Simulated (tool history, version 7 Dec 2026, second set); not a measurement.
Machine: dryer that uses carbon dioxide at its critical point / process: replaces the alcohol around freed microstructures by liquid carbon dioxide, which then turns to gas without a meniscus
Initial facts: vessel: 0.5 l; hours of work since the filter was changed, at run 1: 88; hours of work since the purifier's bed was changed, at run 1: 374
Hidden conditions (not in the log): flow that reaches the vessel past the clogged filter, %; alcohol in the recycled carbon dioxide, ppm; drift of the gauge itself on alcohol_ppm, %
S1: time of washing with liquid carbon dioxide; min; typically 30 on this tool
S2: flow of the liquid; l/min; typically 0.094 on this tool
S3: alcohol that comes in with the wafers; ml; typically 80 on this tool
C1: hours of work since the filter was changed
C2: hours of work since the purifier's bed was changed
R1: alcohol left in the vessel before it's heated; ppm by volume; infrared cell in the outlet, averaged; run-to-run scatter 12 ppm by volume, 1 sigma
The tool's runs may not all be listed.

{"run": 1, "hour": 0.0, "S1": 30, "S2": 0.094, "S3": 80, "C1": 88, "C2": 374, "R1": 979}
{"run": 2, "hour": 17.3, "S1": 30, "S2": 0.094, "S3": 80, "C1": 95, "C2": 381, "R1": 987}
{"run": 3, "hour": 31.1, "S1": 30, "S2": 0.094, "S3": 80, "C1": 101, "C2": 386, "R1": 1008}
{"run": 4, "hour": 52.7, "S1": 30, "S2": 0.094, "S3": 80, "C1": 110, "C2": 395, "R1": 1024}
{"run": 5, "hour": 64.6, "S1": 30, "S2": 0.0825, "S3": 80, "C1": 115, "C2": 400, "R1": 1889}
{"run": 6, "hour": 83.3, "S1": 30, "S2": 0.0825, "S3": 80, "C1": 122, "C2": 408, "R1": 1881}
{"run": 7, "hour": 107.8, "S1": 30, "S2": 0.0825, "S3": 80, "C1": 133, "C2": 418, "R1": 1990}
{"run": 8, "hour": 121.7, "S1": 30, "S2": 0.0825, "S3": 80, "C1": 138, "C2": 424, "R1": 1992}
{"run": 9, "hour": 137.4, "S1": 30, "S2": 0.0825, "S3": 80, "C1": 145, "C2": 430, "R1": 2037}
{"run": 10, "hour": 159.7, "S1": 30, "S2": 0.0825, "S3": 80, "C1": 154, "C2": 440, "R1": 2106}
{"run": 11, "hour": 180.0, "S1": 30, "S2": 0.0825, "S3": 80, "C1": 163, "C2": 448, "R1": 2155}
{"run": 12, "hour": 201.4, "S1": 30, "S2": 0.0825, "S3": 80, "C1": 171, "C2": 457, "R1": 2147}
{"run": 13, "hour": 215.6, "S1": 30, "S2": 0.0825, "S3": 80, "C1": 177, "C2": 463, "R1": 2182}
{"run": 14, "hour": 239.3, "S1": 30, "S2": 0.1599, "S3": 80, "C1": 187, "C2": 473, "R1": 150}
{"run": 15, "hour": 254.8, "S1": 30, "S2": 0.1599, "S3": 80, "C1": 194, "C2": 479, "R1": 134}
{"run": 16, "hour": 279.3, "S1": 30, "S2": 0.1599, "S3": 80, "C1": 204, "C2": 489, "R1": 155}
{"run": 17, "hour": 299.6, "S1": 43, "S2": 0.0656, "S3": 30, "C1": 212, "C2": 498, "R1": 613}
{"run": 18, "hour": 320.7, "S1": 30, "S2": 0.099, "S3": 25, "C1": 221, "C2": 506, "R1": 420}
{"run": 19, "hour": 340.6, "S1": 27, "S2": 0.099, "S3": 25, "C1": 229, "C2": 515, "R1": 629}
{"run": 20, "hour": 365.2, "S1": 30, "S2": 0.1585, "S3": 91, "C1": 239, "C2": 525, "R1": 164}
{"run": 21, "hour": 392.4, "S1": 30, "S2": 0.1585, "S3": 91, "C1": 250, "C2": 536, "R1": 177}
{"run": 22, "hour": 412.9, "S1": 21, "S2": 0.1193, "S3": 65, "C1": 259, "C2": 545, "R1": 1895}
{"run": 23, "hour": 439.6, "S1": 33, "S2": 0.1193, "S3": 65, "C1": 270, "C2": 556, "R1": 292}
{"run": 24, "hour": 466.8, "S1": 33, "S2": 0.1216, "S3": 31, "C1": 281, "C2": 567, "R1": 223}
{"run": 25, "hour": 484.2, "S1": 33, "S2": 0.0902, "S3": 31, "C1": 288, "C2": 574, "R1": 562}
{"run": 26, "hour": 504.4, "S1": 28, "S2": 0.0949, "S3": 54, "C1": 297, "C2": 582, "R1": 1441}
{"run": 27, "hour": 525.5, "S1": 28, "S2": 0.0949, "S3": 54, "C1": 306, "C2": 591, "R1": 1482}
{"run": 28, "hour": 543.4, "S1": 28, "S2": 0.0949, "S3": 54, "C1": 313, "C2": 599, "R1": 1494}

Each row is a separate what-if for the run after 28, all from the same tool condition, not one after another. Results?
{"run": "A", "hour": 556.0, "S1": 30, "S2": 0.1453, "S3": 35, "C1": 318, "C2": 604, "R1": "?"}
{"run": "B", "hour": 556.0, "S1": 28, "S2": 0.0568, "S3": 54, "C1": 318, "C2": 604, "R1": "?"}
{"run": "C", "hour": 556.0, "S1": 25, "S2": 0.1531, "S3": 30, "C1": 318, "C2": 604, "R1": "?"}
{"run": "D", "hour": 556.0, "S1": 18, "S2": 0.085, "S3": 104, "C1": 318, "C2": 604, "R1": "?"}
{"run": "E", "hour": 556.0, "S1": 46, "S2": 0.094, "S3": 80, "C1": 318, "C2": 604, "R1": "?"}

run=A R1=191
run=B R1=8615
run=C R1=249
run=D R1=17368
run=E R1=282
Take away the tool's hidden state, keep each run's random variation, and the runs would have read:
run=A R1=12
run=B R1=5519
run=C R1=39
run=D R1=11324
run=E R1=45
